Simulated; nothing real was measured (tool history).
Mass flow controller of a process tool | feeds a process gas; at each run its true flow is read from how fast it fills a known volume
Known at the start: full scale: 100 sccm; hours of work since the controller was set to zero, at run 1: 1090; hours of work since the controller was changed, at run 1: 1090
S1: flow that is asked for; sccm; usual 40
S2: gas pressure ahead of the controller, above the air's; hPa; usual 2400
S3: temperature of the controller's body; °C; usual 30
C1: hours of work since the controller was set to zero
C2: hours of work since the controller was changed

{"run": 1, "day": 0.0, "S1": 40, "S2": 2400, "S3": 30, "C1": 1090, "C2": 1090, "true flow (%)": 99.5}
{"run": 2, "day": 3.8, "S1": 40, "S2": 2400, "S3": 31, "C1": 1123, "C2": 1123, "true flow (%)": 99.42}
{"run": 3, "day": 6.446, "S1": 40, "S2": 2400, "S3": 22, "C1": 1146, "C2": 1146, "true flow (%)": 99.04}
{"run": 4, "day": 9.692, "S1": 40, "S2": 1820, "S3": 22, "C1": 1175, "C2": 1175, "true flow (%)": 98.92}
{"run": 5, "day": 12.021, "S1": 55, "S2": 1820, "S3": 22, "C1": 1195, "C2": 1195, "true flow (%)": 99.35}
{"run": 6, "day": 14.175, "S1": 40, "S2": 2100, "S3": 30, "C1": 1214, "C2": 1214, "true flow (%)": 99.42}
{"run": 7, "day": 19.054, "S1": 40, "S2": 2400, "S3": 30, "C1": 1256, "C2": 1256, "true flow (%)": 99.51}
{"run": 8, "day": 23.888, "S1": 40, "S2": 2400, "S3": 25, "C1": 1298, "C2": 1298, "true flow (%)": 99.13}
{"run": 9, "day": 26.033, "S1": 43, "S2": 2400, "S3": 30, "C1": 1317, "C2": 1317, "true flow (%)": 99.7}
{"run": 10, "day": 28.875, "S1": 24, "S2": 1900, "S3": 30, "C1": 1342, "C2": 1342, "true flow (%)": 98.65}
{"run": 11, "day": 33.392, "S1": 21, "S2": 1900, "S3": 30, "C1": 1381, "C2": 1381, "true flow (%)": 98.6}
{"run": 12, "day": 36.921, "S1": 21, "S2": 1900, "S3": 30, "C1": 1412, "C2": 1412, "true flow (%)": 98.45}
{"run": 13, "day": 39.646, "S1": 33, "S2": 2150, "S3": 30, "C1": 1436, "C2": 1436, "true flow (%)": 99.32}
{"run": 14, "day": 43.104, "S1": 15, "S2": 2230, "S3": 21, "C1": 1466, "C2": 1466, "true flow (%)": 97.41}
{"run": 15, "day": 46.083, "S1": 15, "S2": 2520, "S3": 21, "C1": 1492, "C2": 1492, "true flow (%)": 97.3}
{"run": 16, "day": 50.729, "S1": 12, "S2": 1790, "S3": 27, "C1": 1532, "C2": 1532, "true flow (%)": 97.15}
{"run": 17, "day": 53.046, "S1": 28, "S2": 2320, "S3": 30, "C1": 1553, "C2": 1553, "true flow (%)": 98.99}
{"run": 18, "day": 57.088, "S1": 84, "S2": 2020, "S3": 34, "C1": 1588, "C2": 1588, "true flow (%)": 100.91}

Forecast each of these 4 alternatives for the next run:
{"run": "A", "day": 62.112, "S1": 71, "S2": 2310, "S3": 30, "C1": 1632, "C2": 1632, "true flow (%)": "?"}
{"run": "B", "day": 62.112, "S1": 40, "S2": 1560, "S3": 35, "C1": 1632, "C2": 1632, "true flow (%)": "?"}
{"run": "C", "day": 62.112, "S1": 84, "S2": 2110, "S3": 34, "C1": 1632, "C2": 1632, "true flow (%)": "?"}
{"run": "D", "day": 62.112, "S1": 64, "S2": 2730, "S3": 27, "C1": 1632, "C2": 1632, "true flow (%)": "?"}

run=A true_flow_(%)=100.29
run=B true_flow_(%)=99.82
run=C true_flow_(%)=100.88
run=D true_flow_(%)=99.89
Without the tool's hidden state the same runs would have given:
run=A true_flow_(%)=99.69
run=B true_flow_(%)=99.55
run=C true_flow_(%)=100.21
run=D true_flow_(%)=99.33

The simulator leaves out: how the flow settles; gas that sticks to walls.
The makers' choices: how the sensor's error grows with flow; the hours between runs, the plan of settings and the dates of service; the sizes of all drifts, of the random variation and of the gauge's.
